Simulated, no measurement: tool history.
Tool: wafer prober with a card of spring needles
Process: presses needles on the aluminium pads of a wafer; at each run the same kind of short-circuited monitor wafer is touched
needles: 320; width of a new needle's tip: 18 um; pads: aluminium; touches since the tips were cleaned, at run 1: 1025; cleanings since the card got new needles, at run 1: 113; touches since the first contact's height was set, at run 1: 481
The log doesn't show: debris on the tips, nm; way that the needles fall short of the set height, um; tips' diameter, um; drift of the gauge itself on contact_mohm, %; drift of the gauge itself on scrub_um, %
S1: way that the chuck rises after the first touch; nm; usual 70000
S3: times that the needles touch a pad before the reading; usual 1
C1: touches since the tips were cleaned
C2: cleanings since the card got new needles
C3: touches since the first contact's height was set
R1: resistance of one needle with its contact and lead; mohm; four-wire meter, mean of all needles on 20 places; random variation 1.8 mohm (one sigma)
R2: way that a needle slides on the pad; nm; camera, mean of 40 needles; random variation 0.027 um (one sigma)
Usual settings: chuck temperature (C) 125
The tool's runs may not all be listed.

run 1 hour=0.0 | S1=70000 chuck_temperature_(C)=125 S3=1 | C1=1025 C2=113 C3=481 | R1=212 R2=15710
-- hour=3.5 tips cleaned on abrasive film
-- hour=9.3 tips cleaned on abrasive film
-- hour=15.1 tips cleaned on abrasive film
-- hour=20.8 tips cleaned on abrasive film
-- hour=25.5 tips cleaned on abrasive film
-- hour=31.3 tips cleaned on abrasive film
-- hour=35.9 tips cleaned on abrasive film
-- hour=41.7 tips cleaned on abrasive film
-- hour=46.3 tips cleaned on abrasive film
run 2 hour=48.0 | S1=70000 chuck_temperature_(C)=125 S3=1 | C1=780 C2=122 C3=23025 | R1=213 R2=15620
-- hour=51.5 tips cleaned on abrasive film
-- hour=56.1 tips cleaned on abrasive film
-- hour=61.9 tips cleaned on abrasive film
-- hour=67.7 tips cleaned on abrasive film
-- hour=72.3 tips cleaned on abrasive film
-- hour=78.1 tips cleaned on abrasive film
-- hour=83.9 tips cleaned on abrasive film
-- hour=88.5 tips cleaned on abrasive film
-- hour=94.3 tips cleaned on abrasive film
-- hour=98.9 tips cleaned on abrasive film
-- hour=104.7 tips cleaned on abrasive film
-- hour=110.5 tips cleaned on abrasive film
-- hour=115.1 tips cleaned on abrasive film
-- hour=120.9 tips cleaned on abrasive film
-- hour=126.7 tips cleaned on abrasive film
-- hour=131.4 tips cleaned on abrasive film
run 3 hour=131.4 | S1=70000 chuck_temperature_(C)=125 S3=1 | C1=0 C2=138 C3=62215 | R1=194 R2=15510
-- hour=137.1 tips cleaned on abrasive film
-- hour=141.8 tips cleaned on abrasive film
-- hour=147.5 tips cleaned on abrasive film
-- hour=153.3 tips cleaned on abrasive film
-- hour=159.1 tips cleaned on abrasive film
-- hour=163.7 tips cleaned on abrasive film
-- hour=169.5 tips cleaned on abrasive film
-- hour=174.2 tips cleaned on abrasive film
-- hour=179.9 tips cleaned on abrasive film
-- hour=184.6 tips cleaned on abrasive film
-- hour=190.4 tips cleaned on abrasive film
-- hour=196.1 tips cleaned on abrasive film
-- hour=201.9 tips cleaned on abrasive film
-- hour=204.5 height of the first contact set anew
-- hour=208.0 tips cleaned on abrasive film
-- hour=213.8 tips cleaned on abrasive film
-- hour=218.4 tips cleaned on abrasive film
-- hour=224.2 tips cleaned on abrasive film
run 4 hour=228.4 | S1=55000 chuck_temperature_(C)=125 S3=1 | C1=1992 C2=155 C3=11241 | R1=278 R2=12310
-- hour=229.6 tips cleaned on abrasive film
-- hour=235.4 tips cleaned on abrasive film
-- hour=241.2 tips cleaned on abrasive film
-- hour=246.9 tips cleaned on abrasive film
-- hour=252.7 tips cleaned on abrasive film
-- hour=258.5 tips cleaned on abrasive film
-- hour=264.3 tips cleaned on abrasive film
-- hour=268.9 tips cleaned on abrasive film
-- hour=274.7 tips cleaned on abrasive film
-- hour=280.5 tips cleaned on abrasive film
-- hour=286.2 tips cleaned on abrasive film
-- hour=292.0 tips cleaned on abrasive film
-- hour=296.7 tips cleaned on abrasive film
-- hour=302.0 tips cleaned on abrasive film
run 5 hour=302.0 | S1=55000 chuck_temperature_(C)=125 S3=1 | C1=0 C2=169 C3=45841 | R1=206 R2=12170
-- hour=307.8 tips cleaned on abrasive film
-- hour=312.4 tips cleaned on abrasive film
-- hour=317.0 tips cleaned on abrasive film
-- hour=322.8 tips cleaned on abrasive film
-- hour=328.6 tips cleaned on abrasive film
-- hour=333.3 tips cleaned on abrasive film
-- hour=339.0 tips cleaned on abrasive film
-- hour=343.7 tips cleaned on abrasive film
-- hour=348.3 tips cleaned on abrasive film
-- hour=353.4 tips cleaned on abrasive film
run 6 hour=353.4 | S1=55000 chuck_temperature_(C)=125 S3=1 | C1=0 C2=179 C3=69980 | R1=206 R2=12060
-- hour=358.0 tips cleaned on abrasive film
-- hour=362.7 tips cleaned on abrasive film
-- hour=368.4 tips cleaned on abrasive film
-- hour=373.1 tips cleaned on abrasive film
-- hour=378.9 tips cleaned on abrasive film
-- hour=383.5 tips cleaned on abrasive film
-- hour=389.3 tips cleaned on abrasive film
-- hour=395.1 tips cleaned on abrasive film
-- hour=400.8 tips cleaned on abrasive film
-- hour=405.5 tips cleaned on abrasive film
-- hour=409.2 height of the first contact set anew
-- hour=411.6 tips cleaned on abrasive film
run 7 hour=413.4 | S1=55000 chuck_temperature_(C)=125 S3=1 | C1=859 C2=190 C3=1947 | R1=245 R2=12370
-- hour=416.9 tips cleaned on abrasive film
-- hour=421.5 tips cleaned on abrasive film
-- hour=427.3 tips cleaned on abrasive film
-- hour=433.1 tips cleaned on abrasive film
-- hour=438.8 tips cleaned on abrasive film
-- hour=444.6 tips cleaned on abrasive film
-- hour=450.4 tips cleaned on abrasive film
-- hour=455.0 tips cleaned on abrasive film
-- hour=460.8 tips cleaned on abrasive film
-- hour=464.3 tips cleaned on abrasive film, once more
-- hour=470.0 tips cleaned on abrasive film
run 8 hour=470.0 | S1=55000 chuck_temperature_(C)=125 S3=1 | C1=0 C2=201 C3=28569 | R1=208 R2=12280
-- hour=474.7 tips cleaned on abrasive film
-- hour=480.5 tips cleaned on abrasive film
-- hour=485.1 tips cleaned on abrasive film
-- hour=490.9 tips cleaned on abrasive film
-- hour=495.5 tips cleaned on abrasive film
-- hour=501.3 tips cleaned on abrasive film
-- hour=507.1 tips cleaned on abrasive film
-- hour=512.9 tips cleaned on abrasive film
-- hour=517.9 tips cleaned on abrasive film
run 9 hour=517.9 | S1=55000 chuck_temperature_(C)=125 S3=1 | C1=0 C2=210 C3=51089 | R1=203 R2=12140
-- hour=523.7 tips cleaned on abrasive film
-- hour=529.5 tips cleaned on abrasive film
-- hour=534.1 tips cleaned on abrasive film
-- hour=539.9 tips cleaned on abrasive film
-- hour=545.7 tips cleaned on abrasive film
-- hour=550.3 tips cleaned on abrasive film
-- hour=556.1 tips cleaned on abrasive film
-- hour=561.9 tips cleaned on abrasive film
-- hour=566.5 tips cleaned on abrasive film
-- hour=572.3 tips cleaned on abrasive film
-- hour=578.1 tips cleaned on abrasive film
-- hour=582.7 tips cleaned on abrasive film
-- hour=588.5 tips cleaned on abrasive film
-- hour=594.3 tips cleaned on abrasive film
-- hour=598.9 tips cleaned on abrasive film
-- hour=603.6 tips cleaned on abrasive film
run 10 hour=603.6 | S1=52000 chuck_temperature_(C)=29 S3=1 | C1=0 C2=226 C3=91353 | R1=196 R2=11280
-- hour=608.2 tips cleaned on abrasive film
-- hour=612.9 tips cleaned on abrasive film
-- hour=614.3 height of the first contact set anew
-- hour=619.0 tips cleaned on abrasive film
-- hour=623.6 tips cleaned on abrasive film
-- hour=629.4 tips cleaned on abrasive film
-- hour=634.0 tips cleaned on abrasive film
-- hour=639.8 tips cleaned on abrasive film
-- hour=644.5 tips cleaned on abrasive film
-- hour=650.2 tips cleaned on abrasive film
-- hour=656.0 tips cleaned on abrasive film
run 11 hour=658.3 | S1=67000 chuck_temperature_(C)=26 S3=2 | C1=1097 C2=236 C3=20685 | R1=199 R2=14990
-- hour=661.8 tips cleaned on abrasive film
-- hour=666.4 tips cleaned on abrasive film
-- hour=672.2 tips cleaned on abrasive film
-- hour=676.8 tips cleaned on abrasive film
-- hour=682.6 tips cleaned on abrasive film
-- hour=688.4 tips cleaned on abrasive film
-- hour=694.2 tips cleaned on abrasive film
-- hour=699.9 tips cleaned on abrasive film
-- hour=704.6 tips cleaned on abrasive film
-- hour=710.4 tips cleaned on abrasive film
-- hour=716.1 tips cleaned on abrasive film
-- hour=721.9 tips cleaned on abrasive film
-- hour=727.7 tips cleaned on abrasive film
-- hour=733.5 tips cleaned on abrasive film
run 12 hour=735.8 | S1=89000 chuck_temperature_(C)=115 S3=2 | C1=1130 C2=250 C3=57156 | R1=198 R2=19820
-- hour=738.2 tips cleaned on abrasive film
-- hour=744.0 tips cleaned on abrasive film
-- hour=749.8 tips cleaned on abrasive film
-- hour=755.6 tips cleaned on abrasive film
-- hour=761.3 tips cleaned on abrasive film
-- hour=767.1 tips cleaned on abrasive film
-- hour=779.1 card fitted with new needles
-- hour=783.8 tips cleaned on abrasive film
-- hour=789.5 tips cleaned on abrasive film
-- hour=795.3 tips cleaned on abrasive film
-- hour=801.1 tips cleaned on abrasive film
-- hour=806.9 tips cleaned on abrasive film
-- hour=812.7 tips cleaned on abrasive film
-- hour=817.3 tips cleaned on abrasive film
-- hour=823.1 tips cleaned on abrasive film
-- hour=828.9 tips cleaned on abrasive film
-- hour=834.6 tips cleaned on abrasive film
-- hour=840.4 tips cleaned on abrasive film
run 13 hour=840.4 | S1=89000 chuck_temperature_(C)=115 S3=2 | C1=0 C2=11 C3=28828 | R1=178 R2=19940
-- hour=846.2 tips cleaned on abrasive film
-- hour=851.9 tips cleaned on abrasive film
-- hour=857.7 tips cleaned on abrasive film
-- hour=863.5 tips cleaned on abrasive film
-- hour=868.1 tips cleaned on abrasive film
-- hour=873.9 tips cleaned on abrasive film
-- hour=879.7 tips cleaned on abrasive film
-- hour=884.3 tips cleaned on abrasive film
run 14 hour=886.2 | S1=62000 chuck_temperature_(C)=69 S3=1 | C1=899 C2=19 C3=50403 | R1=204 R2=13760
-- hour=889.7 tips cleaned on abrasive film
-- hour=895.5 tips cleaned on abrasive film
-- hour=901.3 tips cleaned on abrasive film
-- hour=905.9 tips cleaned on abrasive film
-- hour=911.7 tips cleaned on abrasive film
-- hour=917.5 tips cleaned on abrasive film
-- hour=923.3 tips cleaned on abrasive film
-- hour=929.1 tips cleaned on abrasive film
run 15 hour=933.0 | S1=74000 chuck_temperature_(C)=51 S3=1 | C1=1904 C2=27 C3=72440 | R1=211 R2=16410

Forecast each of these 4 alternatives for the next run:
-- hour=934.3 tips cleaned on abrasive film
-- hour=938.9 tips cleaned on abrasive film
-- hour=944.7 tips cleaned on abrasive film
-- hour=950.5 tips cleaned on abrasive film
-- hour=955.1 tips cleaned on abrasive film
-- hour=960.9 tips cleaned on abrasive film
-- hour=965.5 tips cleaned on abrasive film
-- hour=971.3 tips cleaned on abrasive film
-- hour=977.1 tips cleaned on abrasive film
-- hour=982.9 tips cleaned on abrasive film
-- hour=984.3 height of the first contact set anew
-- hour=987.8 tips cleaned on abrasive film
-- hour=993.6 tips cleaned on abrasive film
-- hour=998.2 tips cleaned on abrasive film
-- hour=1004.0 tips cleaned on abrasive film
-- hour=1009.8 tips cleaned on abrasive film
-- hour=1015.6 tips cleaned on abrasive film
-- hour=1021.3 tips cleaned on abrasive film
run A hour=1022.0 | S1=74000 chuck_temperature_(C)=51 S3=2 | C1=310 C2=44 C3=17722 | R1=? R2=?
-- hour=934.3 tips cleaned on abrasive film
-- hour=938.9 tips cleaned on abrasive film
-- hour=944.7 tips cleaned on abrasive film
-- hour=950.5 tips cleaned on abrasive film
-- hour=955.1 tips cleaned on abrasive film
-- hour=960.9 tips cleaned on abrasive film
-- hour=965.5 tips cleaned on abrasive film
-- hour=971.3 tips cleaned on abrasive film
-- hour=977.1 tips cleaned on abrasive film
-- hour=982.9 tips cleaned on abrasive film
-- hour=984.3 height of the first contact set anew
-- hour=987.8 tips cleaned on abrasive film
-- hour=993.6 tips cleaned on abrasive film
-- hour=998.2 tips cleaned on abrasive film
-- hour=1004.0 tips cleaned on abrasive film
-- hour=1009.8 tips cleaned on abrasive film
-- hour=1015.6 tips cleaned on abrasive film
-- hour=1021.3 tips cleaned on abrasive film
run B hour=1022.0 | S1=81000 chuck_temperature_(C)=27 S3=1 | C1=310 C2=44 C3=17722 | R1=? R2=?
-- hour=934.3 tips cleaned on abrasive film
-- hour=938.9 tips cleaned on abrasive film
-- hour=944.7 tips cleaned on abrasive film
-- hour=950.5 tips cleaned on abrasive film
-- hour=955.1 tips cleaned on abrasive film
-- hour=960.9 tips cleaned on abrasive film
-- hour=965.5 tips cleaned on abrasive film
-- hour=971.3 tips cleaned on abrasive film
-- hour=977.1 tips cleaned on abrasive film
-- hour=982.9 tips cleaned on abrasive film
-- hour=984.3 height of the first contact set anew
-- hour=987.8 tips cleaned on abrasive film
-- hour=993.6 tips cleaned on abrasive film
-- hour=998.2 tips cleaned on abrasive film
-- hour=1004.0 tips cleaned on abrasive film
-- hour=1009.8 tips cleaned on abrasive film
-- hour=1015.6 tips cleaned on abrasive film
-- hour=1021.3 tips cleaned on abrasive film
run C hour=1022.0 | S1=65000 chuck_temperature_(C)=125 S3=1 | C1=310 C2=44 C3=17722 | R1=? R2=?
-- hour=934.3 tips cleaned on abrasive film
-- hour=938.9 tips cleaned on abrasive film
-- hour=944.7 tips cleaned on abrasive film
-- hour=950.5 tips cleaned on abrasive film
-- hour=955.1 tips cleaned on abrasive film
-- hour=960.9 tips cleaned on abrasive film
-- hour=965.5 tips cleaned on abrasive film
-- hour=971.3 tips cleaned on abrasive film
-- hour=977.1 tips cleaned on abrasive film
-- hour=982.9 tips cleaned on abrasive film
-- hour=984.3 height of the first contact set anew
-- hour=987.8 tips cleaned on abrasive film
-- hour=993.6 tips cleaned on abrasive film
-- hour=998.2 tips cleaned on abrasive film
-- hour=1004.0 tips cleaned on abrasive film
-- hour=1009.8 tips cleaned on abrasive film
-- hour=1015.6 tips cleaned on abrasive film
-- hour=1021.3 tips cleaned on abrasive film
run D hour=1022.0 | S1=66000 chuck_temperature_(C)=51 S3=1 | C1=310 C2=44 C3=17722 | R1=? R2=?

run=A R1=178 R2=16600
run=B R1=169 R2=18180
run=C R1=200 R2=14530
run=D R1=184 R2=14810
Without the tool's hidden state the same runs would have given:
run=A R1=169 R2=16670
run=B R1=157 R2=18250
run=C R1=185 R2=14600
run=D R1=167 R2=14880
